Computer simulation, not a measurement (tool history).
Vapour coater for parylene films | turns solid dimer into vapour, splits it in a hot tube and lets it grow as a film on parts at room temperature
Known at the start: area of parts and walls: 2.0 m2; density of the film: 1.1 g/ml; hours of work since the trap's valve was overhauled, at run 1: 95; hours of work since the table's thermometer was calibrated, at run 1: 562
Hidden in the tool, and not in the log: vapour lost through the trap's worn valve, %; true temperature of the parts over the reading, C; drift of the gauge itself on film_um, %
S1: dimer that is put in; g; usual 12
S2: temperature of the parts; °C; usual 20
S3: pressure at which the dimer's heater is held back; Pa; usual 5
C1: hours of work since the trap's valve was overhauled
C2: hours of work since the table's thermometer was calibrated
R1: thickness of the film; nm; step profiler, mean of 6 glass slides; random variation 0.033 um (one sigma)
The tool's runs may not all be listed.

Run 1, hour 0.0: usual settings; C1 95; C2 562. Result: R1 3570 nm.
Run 2, hour 35.5: usual settings; C1 113; C2 580. Result: R1 3540 nm.
Run 3, hour 51.8: usual settings; C1 122; C2 588. Result: R1 3540 nm.
Run 4, hour 77.7: usual settings; C1 135; C2 602. Result: R1 3500 nm.
Run 5, hour 116.5: usual settings but S1 19 g; C1 155; C2 622. Result: R1 5640 nm.
Run 6, hour 149.4: usual settings; C1 172; C2 639. Result: R1 3450 nm.
Run 7, hour 175.6: usual settings; C1 185; C2 652. Result: R1 3480 nm.
Run 8, hour 209.1: usual settings; C1 203; C2 669. Result: R1 3400 nm.
Run 9, hour 236.4: usual settings; C1 217; C2 683. Result: R1 3410 nm.
Run 10, hour 268.2: usual settings but S2 24 °C; C1 233; C2 700. Result: R1 2800 nm.
Run 11, hour 297.1: usual settings; C1 248; C2 715. Result: R1 3440 nm.
Run 12, hour 318.2: usual settings; C1 259; C2 726. Result: R1 3380 nm.
Run 13, hour 357.5: usual settings; C1 279; C2 746. Result: R1 3420 nm.
Run 14, hour 395.4: usual settings; C1 299; C2 765. Result: R1 3330 nm.
Run 15, hour 431.3: usual settings; C1 317; C2 784. Result: R1 3330 nm.
At hour 475.5: trap's valve overhauled.
Run 16, hour 475.5: usual settings; C1 0; C2 804. Result: R1 3700 nm.
Run 17, hour 512.9: usual settings; C1 19; C2 824. Result: R1 3620 nm.

The next listed run, before its measurement:
Run 18, hour 538.8: usual settings; C1 33; C2 837. Result: R1 ?.

Run 18 gave R1 3720 nm.
Without the tool's hidden state the same run would have given R1 3690 nm.
